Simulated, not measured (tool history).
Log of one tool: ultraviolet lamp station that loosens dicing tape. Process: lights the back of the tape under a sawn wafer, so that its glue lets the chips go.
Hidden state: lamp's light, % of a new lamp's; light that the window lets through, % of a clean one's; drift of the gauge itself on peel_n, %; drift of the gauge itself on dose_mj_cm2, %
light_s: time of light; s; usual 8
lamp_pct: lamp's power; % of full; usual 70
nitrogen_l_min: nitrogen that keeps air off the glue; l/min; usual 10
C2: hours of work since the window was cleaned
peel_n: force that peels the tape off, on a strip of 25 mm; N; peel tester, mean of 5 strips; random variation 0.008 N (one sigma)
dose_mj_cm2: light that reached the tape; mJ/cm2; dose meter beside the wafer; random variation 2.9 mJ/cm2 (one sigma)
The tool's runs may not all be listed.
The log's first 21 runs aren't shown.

Run 22, hour 519.3: usual settings but light_s 11 s; hours of work of the lamp 132; C2 288. Result: peel_n 0.188 N, dose_mj_cm2 496 mJ/cm2.
Run 23, hour 548.4: usual settings; hours of work of the lamp 145; C2 301. Result: peel_n 0.44 N, dose_mj_cm2 360 mJ/cm2.
Run 24, hour 577.1: usual settings but light_s 11 s, nitrogen_l_min 16 l/min; hours of work of the lamp 157; C2 314. Result: peel_n 0.125 N, dose_mj_cm2 492 mJ/cm2.
Run 25, hour 600.8: usual settings but lamp_pct 87 % of full, nitrogen_l_min 3 l/min; hours of work of the lamp 168; C2 325. Result: peel_n 0.856 N, dose_mj_cm2 444 mJ/cm2.
Run 26, hour 615.2: usual settings but light_s 6 s, lamp_pct 87 % of full, nitrogen_l_min 7 l/min; hours of work of the lamp 174; C2 331. Result: peel_n 0.746 N, dose_mj_cm2 334 mJ/cm2.
At hour 618.7: window cleaned of glue's vapour.
Run 27, hour 635.6: usual settings but light_s 5 s, lamp_pct 62 % of full, nitrogen_l_min 7 l/min; hours of work of the lamp 183; C2 8. Result: peel_n 1.888 N, dose_mj_cm2 192 mJ/cm2.
Run 28, hour 665.6: usual settings but light_s 5 s, lamp_pct 62 % of full, nitrogen_l_min 7 l/min; hours of work of the lamp 197; C2 21. Result: peel_n 1.931 N, dose_mj_cm2 188 mJ/cm2.
Run 29, hour 685.7: usual settings but light_s 6 s, lamp_pct 99 % of full, nitrogen_l_min 18 l/min; hours of work of the lamp 206; C2 30. Result: peel_n 0.265 N, dose_mj_cm2 357 mJ/cm2.
Run 30, hour 716.7: usual settings but light_s 6 s, lamp_pct 99 % of full, nitrogen_l_min 18 l/min; hours of work of the lamp 219; C2 44. Result: peel_n 0.264 N, dose_mj_cm2 356 mJ/cm2.
Run 31, hour 746.7: usual settings but light_s 6 s, lamp_pct 99 % of full, nitrogen_l_min 4 l/min; hours of work of the lamp 233; C2 57. Result: peel_n 1.056 N, dose_mj_cm2 355 mJ/cm2.
Run 32, hour 765.7: usual settings but lamp_pct 96 % of full, nitrogen_l_min 9 l/min; hours of work of the lamp 241; C2 66. Result: peel_n 0.272 N, dose_mj_cm2 448 mJ/cm2.
Run 33, hour 782.7: usual settings but light_s 6 s, lamp_pct 63 % of full, nitrogen_l_min 6 l/min; hours of work of the lamp 249; C2 73. Result: peel_n 1.743 N, dose_mj_cm2 223 mJ/cm2.
Run 34, hour 813.7: usual settings but light_s 10 s; hours of work of the lamp 263; C2 87. Result: peel_n 0.329 N, dose_mj_cm2 407 mJ/cm2.
At hour 819.1: window cleaned of glue's vapour, once more.
Run 35, hour 843.9: usual settings but light_s 10 s; hours of work of the lamp 276; C2 11. Result: peel_n 0.267 N, dose_mj_cm2 434 mJ/cm2.
Run 36, hour 876.2: usual settings but light_s 10 s; hours of work of the lamp 290; C2 26. Result: peel_n 0.283 N, dose_mj_cm2 433 mJ/cm2.
Run 37, hour 891.8: usual settings but light_s 6 s, lamp_pct 80 % of full, nitrogen_l_min 4 l/min; hours of work of the lamp 297; C2 32. Result: peel_n 1.395 N, dose_mj_cm2 291 mJ/cm2.
Run 38, hour 916.4: usual settings but light_s 10 s, lamp_pct 68 % of full, nitrogen_l_min 4 l/min; hours of work of the lamp 308; C2 43. Result: peel_n 0.772 N, dose_mj_cm2 409 mJ/cm2.
Run 39, hour 941.8: usual settings but lamp_pct 96 % of full, nitrogen_l_min 8 l/min; hours of work of the lamp 320; C2 55. Result: peel_n 0.284 N, dose_mj_cm2 456 mJ/cm2.
Run 40, hour 974: usual settings but lamp_pct 96 % of full, nitrogen_l_min 8 l/min; hours of work of the lamp 334; C2 69. Result: peel_n 0.299 N, dose_mj_cm2 452 mJ/cm2.
Run 41, hour 992.2: usual settings but light_s 4 s, lamp_pct 75 % of full, nitrogen_l_min 20 l/min; hours of work of the lamp 342; C2 77. Result: peel_n 1.266 N, dose_mj_cm2 177 mJ/cm2.
Run 42, hour 1007.2: usual settings but light_s 7 s, lamp_pct 62 % of full, nitrogen_l_min 9 l/min; hours of work of the lamp 349; C2 84. Result: peel_n 1.081 N, dose_mj_cm2 250 mJ/cm2.
Run 43, hour 1041.3: usual settings but light_s 13 s, lamp_pct 84 % of full, nitrogen_l_min 8 l/min; hours of work of the lamp 364; C2 99. Result: peel_n 0.128 N, dose_mj_cm2 636 mJ/cm2.

Forecast each of these 4 alternatives for the next run:
Run A, hour 1058.1: usual settings but light_s 15 s, lamp_pct 66 % of full, nitrogen_l_min 9 l/min; hours of work of the lamp 372; C2 107. Result: peel_n ?, dose_mj_cm2 ?.
Run B, hour 1058.1: usual settings but light_s 5 s; hours of work of the lamp 372; C2 107. Result: peel_n ?, dose_mj_cm2 ?.
Run C, hour 1058.1: usual settings but nitrogen_l_min 17 l/min; hours of work of the lamp 372; C2 107. Result: peel_n ?, dose_mj_cm2 ?.
Run D, hour 1058.1: usual settings but nitrogen_l_min 4 l/min; hours of work of the lamp 372; C2 107. Result: peel_n ?, dose_mj_cm2 ?.

run  peel_n  dose_mj_cm2
  A   0.143          569
  B   1.436          198
  C   0.371          323
  D   1.242          320
Without the tool's hidden state the same runs would have given:
run  peel_n  dose_mj_cm2
  A   0.084          730
  B   0.925          254
  C   0.191          414
  D   0.761          410
